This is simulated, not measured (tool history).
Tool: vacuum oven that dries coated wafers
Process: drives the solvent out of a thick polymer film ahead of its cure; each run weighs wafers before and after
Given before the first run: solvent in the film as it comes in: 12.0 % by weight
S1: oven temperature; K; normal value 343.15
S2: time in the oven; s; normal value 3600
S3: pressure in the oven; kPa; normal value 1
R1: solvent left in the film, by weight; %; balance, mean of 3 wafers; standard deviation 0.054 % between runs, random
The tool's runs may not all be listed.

{"run": 1, "hour": 0.0, "S1": 343.15, "S2": 3600, "S3": 1, "R1": 2.36}
{"run": 2, "hour": 65.8, "S1": 343.15, "S2": 3600, "S3": 1, "R1": 2.32}
{"run": 3, "hour": 110.2, "S1": 343.15, "S2": 3600, "S3": 1, "R1": 2.27}
{"run": 4, "hour": 154.7, "S1": 343.15, "S2": 3600, "S3": 1, "R1": 2.29}
{"run": 5, "hour": 260.4, "S1": 343.15, "S2": 3600, "S3": 1, "R1": 2.2}
{"run": 6, "hour": 361.3, "S1": 343.15, "S2": 3600, "S3": 1, "R1": 2.24}
{"run": 7, "hour": 456.9, "S1": 343.15, "S2": 3600, "S3": 1.54, "R1": 2.53}
{"run": 8, "hour": 509.5, "S1": 343.15, "S2": 3600, "S3": 1.54, "R1": 2.56}
{"run": 9, "hour": 605.7, "S1": 343.15, "S2": 3600, "S3": 1.54, "R1": 2.55}
{"run": 10, "hour": 657.4, "S1": 343.15, "S2": 3600, "S3": 1.54, "R1": 2.48}
{"run": 11, "hour": 745.8, "S1": 343.15, "S2": 3600, "S3": 1.54, "R1": 2.55}
{"run": 12, "hour": 844.3, "S1": 343.15, "S2": 3600, "S3": 1, "R1": 2.15}
{"run": 13, "hour": 931.7, "S1": 343.15, "S2": 3600, "S3": 3.61, "R1": 3.99}
{"run": 14, "hour": 1020.7, "S1": 343.15, "S2": 3600, "S3": 1, "R1": 2.17}
{"run": 15, "hour": 1088.8, "S1": 343.15, "S2": 3600, "S3": 1, "R1": 2.03}
{"run": 16, "hour": 1143.6, "S1": 343.15, "S2": 3600, "S3": 3.65, "R1": 3.93}
{"run": 17, "hour": 1211.5, "S1": 343.15, "S2": 3600, "S3": 3.65, "R1": 3.95}
{"hour": 1272.8, "done": "vacuum gauge cleaned of residue and calibrated"}
{"run": 18, "hour": 1298.1, "S1": 343.15, "S2": 3600, "S3": 1, "R1": 1.72}
{"run": 19, "hour": 1371.3, "S1": 343.15, "S2": 3600, "S3": 1, "R1": 1.63}
{"run": 20, "hour": 1438.3, "S1": 343.15, "S2": 3360, "S3": 1, "R1": 1.88}
{"run": 21, "hour": 1532.5, "S1": 343.15, "S2": 3360, "S3": 1, "R1": 1.73}
{"run": 22, "hour": 1616.1, "S1": 343.15, "S2": 3360, "S3": 1, "R1": 1.84}
{"run": 23, "hour": 1697.1, "S1": 343.15, "S2": 3360, "S3": 1, "R1": 1.76}
{"run": 24, "hour": 1742.6, "S1": 343.15, "S2": 3360, "S3": 1, "R1": 1.82}
{"run": 25, "hour": 1849.1, "S1": 343.15, "S2": 3120, "S3": 0.88, "R1": 1.98}
{"run": 26, "hour": 1957.6, "S1": 343.15, "S2": 3120, "S3": 0.88, "R1": 1.99}
{"run": 27, "hour": 2063.7, "S1": 336.15, "S2": 3600, "S3": 1.28, "R1": 3.57}
{"run": 28, "hour": 2168.9, "S1": 336.15, "S2": 3600, "S3": 1.28, "R1": 3.51}
{"run": 29, "hour": 2275.9, "S1": 329.15, "S2": 3600, "S3": 1.28, "R1": 5.54}
{"hour": 2320.3, "done": "oven's thermocouples calibrated"}
{"run": 30, "hour": 2332.9, "S1": 329.15, "S2": 3600, "S3": 1.28, "R1": 6.59}
{"run": 31, "hour": 2397.9, "S1": 346.15, "S2": 6180, "S3": 1, "R1": 0.98}
{"run": 32, "hour": 2490.5, "S1": 346.15, "S2": 6180, "S3": 1, "R1": 0.97}
{"run": 33, "hour": 2596.7, "S1": 336.15, "S2": 2100, "S3": 1.03, "R1": 5.81}
{"run": 34, "hour": 2643.0, "S1": 336.15, "S2": 2100, "S3": 1.03, "R1": 6.03}
{"run": 35, "hour": 2736.9, "S1": 342.15, "S2": 3360, "S3": 0.93, "R1": 2.53}
{"run": 36, "hour": 2786.0, "S1": 333.15, "S2": 3960, "S3": 1.17, "R1": 4.94}
{"run": 37, "hour": 2843.3, "S1": 348.15, "S2": 5880, "S3": 0.78, "R1": 0.69}
{"run": 38, "hour": 2943.2, "S1": 329.15, "S2": 3960, "S3": 1, "R1": 5.92}
{"run": 39, "hour": 2999.3, "S1": 356.15, "S2": 5940, "S3": 2.89, "R1": 1.55}
{"run": 40, "hour": 3069.0, "S1": 356.15, "S2": 5940, "S3": 2.89, "R1": 1.41}
{"run": 41, "hour": 3113.9, "S1": 346.15, "S2": 5580, "S3": 1.72, "R1": 1.5}
{"run": 42, "hour": 3186.7, "S1": 337.15, "S2": 1920, "S3": 1.72, "R1": 6.17}
{"run": 43, "hour": 3257.9, "S1": 333.15, "S2": 5220, "S3": 1.31, "R1": 4.05}
{"run": 44, "hour": 3309.0, "S1": 333.15, "S2": 5220, "S3": 1.31, "R1": 4.01}
{"run": 45, "hour": 3376.1, "S1": 340.15, "S2": 6060, "S3": 1.29, "R1": 2.02}

5 options for the next run, each taken on its own from the tool as it stands now. Forecast them:
{"run": "A", "hour": 3428.7, "S1": 334.15, "S2": 3120, "S3": 1.29, "R1": "?"}
{"run": "B", "hour": 3428.7, "S1": 335.15, "S2": 2580, "S3": 0.78, "R1": "?"}
{"run": "C", "hour": 3428.7, "S1": 338.15, "S2": 2160, "S3": 1.29, "R1": "?"}
{"run": "D", "hour": 3428.7, "S1": 352.15, "S2": 6060, "S3": 1.29, "R1": "?"}
{"run": "E", "hour": 3428.7, "S1": 340.15, "S2": 2040, "S3": 1.29, "R1": "?"}

run=A R1=5.33
run=B R1=5.19
run=C R1=5.14
run=D R1=0.94
run=E R1=4.58
Without the tool's hidden state the same runs would have given:
run=A R1=5.48
run=B R1=5.35
run=C R1=5.31
run=D R1=0.81
run=E R1=4.76

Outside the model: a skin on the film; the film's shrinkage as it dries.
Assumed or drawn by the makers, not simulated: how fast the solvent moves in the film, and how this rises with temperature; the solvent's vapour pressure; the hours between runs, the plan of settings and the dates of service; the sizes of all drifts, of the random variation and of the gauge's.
